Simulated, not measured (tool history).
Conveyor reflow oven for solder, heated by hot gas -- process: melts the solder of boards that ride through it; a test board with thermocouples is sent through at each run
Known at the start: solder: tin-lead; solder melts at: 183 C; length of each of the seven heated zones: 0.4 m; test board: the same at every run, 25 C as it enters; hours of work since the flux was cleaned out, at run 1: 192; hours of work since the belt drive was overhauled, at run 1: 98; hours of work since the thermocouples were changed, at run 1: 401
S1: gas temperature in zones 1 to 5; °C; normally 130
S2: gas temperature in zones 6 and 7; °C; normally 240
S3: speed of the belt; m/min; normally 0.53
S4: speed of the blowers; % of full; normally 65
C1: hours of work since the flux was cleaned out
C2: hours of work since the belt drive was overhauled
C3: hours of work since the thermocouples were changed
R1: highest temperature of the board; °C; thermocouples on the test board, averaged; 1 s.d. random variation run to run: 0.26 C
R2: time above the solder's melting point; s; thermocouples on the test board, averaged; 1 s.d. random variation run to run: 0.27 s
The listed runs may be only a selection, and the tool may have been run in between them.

{"run": 1, "hour": 0.0, "S1": 130, "S2": 240, "S3": 0.53, "S4": 65, "C1": 192, "C2": 98, "C3": 401, "R1": 213.3, "R2": 59.3}
{"run": 2, "hour": 10.8, "S1": 130, "S2": 240, "S3": 0.53, "S4": 65, "C1": 197, "C2": 103, "C3": 406, "R1": 213.4, "R2": 58.9}
{"run": 3, "hour": 22.3, "S1": 130, "S2": 240, "S3": 0.53, "S4": 65, "C1": 202, "C2": 108, "C3": 412, "R1": 213.1, "R2": 59}
{"run": 4, "hour": 37.7, "S1": 130, "S2": 240, "S3": 0.53, "S4": 65, "C1": 209, "C2": 115, "C3": 419, "R1": 212.8, "R2": 58.2}
{"run": 5, "hour": 46.5, "S1": 130, "S2": 240, "S3": 0.53, "S4": 65, "C1": 213, "C2": 119, "C3": 423, "R1": 212.7, "R2": 58.8}
{"run": 6, "hour": 54.0, "S1": 130, "S2": 240, "S3": 0.53, "S4": 65, "C1": 217, "C2": 123, "C3": 426, "R1": 213, "R2": 59}
{"run": 7, "hour": 65.1, "S1": 130, "S2": 240, "S3": 0.605, "S4": 65, "C1": 222, "C2": 128, "C3": 432, "R1": 206.5, "R2": 43.9}
{"hour": 80.6, "done": "flux residue cleaned out of gas plates and filters"}
{"run": 8, "hour": 86.8, "S1": 130, "S2": 240, "S3": 0.446, "S4": 65, "C1": 3, "C2": 136, "C3": 439, "R1": 221.4, "R2": 82}
{"run": 9, "hour": 94.8, "S1": 130, "S2": 230, "S3": 0.53, "S4": 65, "C1": 7, "C2": 139, "C3": 443, "R1": 207.5, "R2": 52.4}
{"run": 10, "hour": 107.1, "S1": 130, "S2": 240, "S3": 0.53, "S4": 51, "C1": 12, "C2": 145, "C3": 449, "R1": 210.6, "R2": 55.1}
{"run": 11, "hour": 115.8, "S1": 130, "S2": 240, "S3": 0.53, "S4": 51, "C1": 16, "C2": 149, "C3": 453, "R1": 210.6, "R2": 55.3}
{"run": 12, "hour": 131.6, "S1": 130, "S2": 240, "S3": 0.53, "S4": 51, "C1": 24, "C2": 156, "C3": 460, "R1": 210.7, "R2": 55.5}
{"run": 13, "hour": 138.5, "S1": 130, "S2": 240, "S3": 0.53, "S4": 64, "C1": 27, "C2": 160, "C3": 463, "R1": 214.7, "R2": 60.9}
{"run": 14, "hour": 153.8, "S1": 130, "S2": 240, "S3": 0.53, "S4": 65, "C1": 34, "C2": 167, "C3": 471, "R1": 215.2, "R2": 61.6}
{"run": 15, "hour": 165.1, "S1": 130, "S2": 240, "S3": 0.53, "S4": 65, "C1": 39, "C2": 172, "C3": 476, "R1": 214.8, "R2": 61.4}
{"run": 16, "hour": 175.1, "S1": 130, "S2": 240, "S3": 0.53, "S4": 65, "C1": 44, "C2": 177, "C3": 480, "R1": 214.9, "R2": 61}
{"run": 17, "hour": 188.9, "S1": 121, "S2": 234, "S3": 0.497, "S4": 50, "C1": 50, "C2": 183, "C3": 487, "R1": 205.9, "R2": 49.7}
{"run": 18, "hour": 200.2, "S1": 121, "S2": 234, "S3": 0.497, "S4": 50, "C1": 56, "C2": 188, "C3": 492, "R1": 205.9, "R2": 49.8}
{"run": 19, "hour": 208.5, "S1": 121, "S2": 252, "S3": 0.476, "S4": 57, "C1": 60, "C2": 192, "C3": 496, "R1": 224.9, "R2": 74.7}
{"run": 20, "hour": 220.6, "S1": 121, "S2": 252, "S3": 0.476, "S4": 57, "C1": 65, "C2": 198, "C3": 502, "R1": 224.4, "R2": 74.6}
{"run": 21, "hour": 236.6, "S1": 130, "S2": 242, "S3": 0.53, "S4": 80, "C1": 73, "C2": 205, "C3": 509, "R1": 219.3, "R2": 66.6}
{"run": 22, "hour": 246.7, "S1": 130, "S2": 244, "S3": 0.618, "S4": 80, "C1": 77, "C2": 210, "C3": 514, "R1": 214.9, "R2": 51.5}
{"run": 23, "hour": 257.7, "S1": 130, "S2": 243, "S3": 0.563, "S4": 65, "C1": 82, "C2": 215, "C3": 519, "R1": 213.9, "R2": 56.1}
{"run": 24, "hour": 266.5, "S1": 142, "S2": 240, "S3": 0.586, "S4": 65, "C1": 87, "C2": 219, "C3": 523, "R1": 213.5, "R2": 56.6}

Run 25 has not been measured yet. What should we expect?
{"run": 25, "hour": 277.0, "S1": 140, "S2": 240, "S3": 0.605, "S4": 65, "C1": 91, "C2": 224, "C3": 528, "R1": "?", "R2": "?"}

{"run 25": {"R1": 211.2, "R2": 52.2}}
If the tool had no hidden condition, the same run with the same run-to-run variation would have returned R1 212.7 °C, R2 53.9 s.

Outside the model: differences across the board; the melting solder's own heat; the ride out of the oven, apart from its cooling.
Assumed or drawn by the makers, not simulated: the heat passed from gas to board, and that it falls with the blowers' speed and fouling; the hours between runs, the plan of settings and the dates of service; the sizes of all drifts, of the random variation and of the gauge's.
